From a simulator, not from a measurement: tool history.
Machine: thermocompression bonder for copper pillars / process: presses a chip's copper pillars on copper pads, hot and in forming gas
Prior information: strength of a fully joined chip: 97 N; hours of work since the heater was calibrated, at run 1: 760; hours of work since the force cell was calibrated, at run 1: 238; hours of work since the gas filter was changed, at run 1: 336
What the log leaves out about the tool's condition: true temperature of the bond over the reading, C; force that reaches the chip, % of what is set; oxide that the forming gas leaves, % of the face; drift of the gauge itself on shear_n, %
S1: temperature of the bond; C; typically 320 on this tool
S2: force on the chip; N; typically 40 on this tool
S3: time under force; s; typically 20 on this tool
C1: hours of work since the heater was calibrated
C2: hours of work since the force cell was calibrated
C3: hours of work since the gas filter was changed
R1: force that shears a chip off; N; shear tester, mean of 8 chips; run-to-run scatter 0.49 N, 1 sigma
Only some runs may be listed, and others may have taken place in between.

run,day,S1,S2,S3,C1,C2,C3,R1
1,0.000,320,40,20,760,238,336,63.9
2,0.571,320,40,20,766,244,342,64.4
3,1.129,320,40,20,772,250,348,64.1
4,1.804,320,40,20,779,257,355,64.9
5,2.167,320,40,20,783,261,359,64.6
6,2.662,320,40,20,788,266,364,63.8
7,3.112,320,40,27,793,271,369,68.9
8,3.538,320,40,27,797,275,373,68.5
9,4.246,320,40,20,805,283,381,63.4
10,4.879,320,40,20,812,290,388,63.6
11,5.496,320,40,20,818,296,394,64.2
12,5.983,320,40,20,823,302,399,63.4
13,6.496,320,40,43,829,307,405,75.1
14,7.050,320,40,43,835,313,411,76.2
15,7.504,320,40,13,840,318,416,56.9
16,7.867,320,40,17,843,322,419,61.7
17,8.325,303,40,20,848,326,424,55.6
18,8.671,320,40,20,852,330,428,63.9
19,9.033,320,40,20,856,334,432,63.0
20,9.346,320,40,20,859,337,435,63.9
21,9.783,322,40,20,864,342,440,66.1
22,10.396,299,40,23,870,348,446,55.9
23,11.046,299,40,23,877,355,453,56.5
24,11.417,329,40,20,881,359,457,67.9
25,11.954,329,40,20,887,365,463,67.5
26,12.679,329,25,20,895,373,471,47.7
27,13.054,298,26,15,899,377,475,32.5
28,13.375,311,40,20,902,380,478,59.1
# day 13.696: forming gas filter changed
29,13.833,321,40,18,907,385,1,65.6
30,14.596,321,40,18,915,393,10,65.3
31,14.971,320,40,46,919,397,14,81.1
32,15.488,323,49,15,924,402,19,71.7
33,15.929,324,49,13,929,407,24,69.7
34,16.292,319,28,31,933,411,28,56.8
35,16.646,310,47,16,937,415,31,64.0
36,16.979,310,47,16,940,418,35,65.4
37,17.646,304,26,41,947,425,42,51.7
38,18.325,304,26,41,955,433,49,52.1
39,18.967,320,40,17,961,440,56,63.3
40,19.562,320,40,17,968,446,62,63.7

For each entry between runs, how does the tool's hidden state at the last listed run before it compare with that at the first listed run after it?
After run 28, before run 29: forming gas filter changed (day 13.696)
  true temperature of the bond over the reading, C: 5.9 -> 6; force that reaches the chip, % of what is set: 101.8 -> 101.9; oxide that the forming gas leaves, % of the face: 4.8 -> 0.53
  what was measured, less what the result would be without the hidden state, R1: +1.2 -> +3.8 N
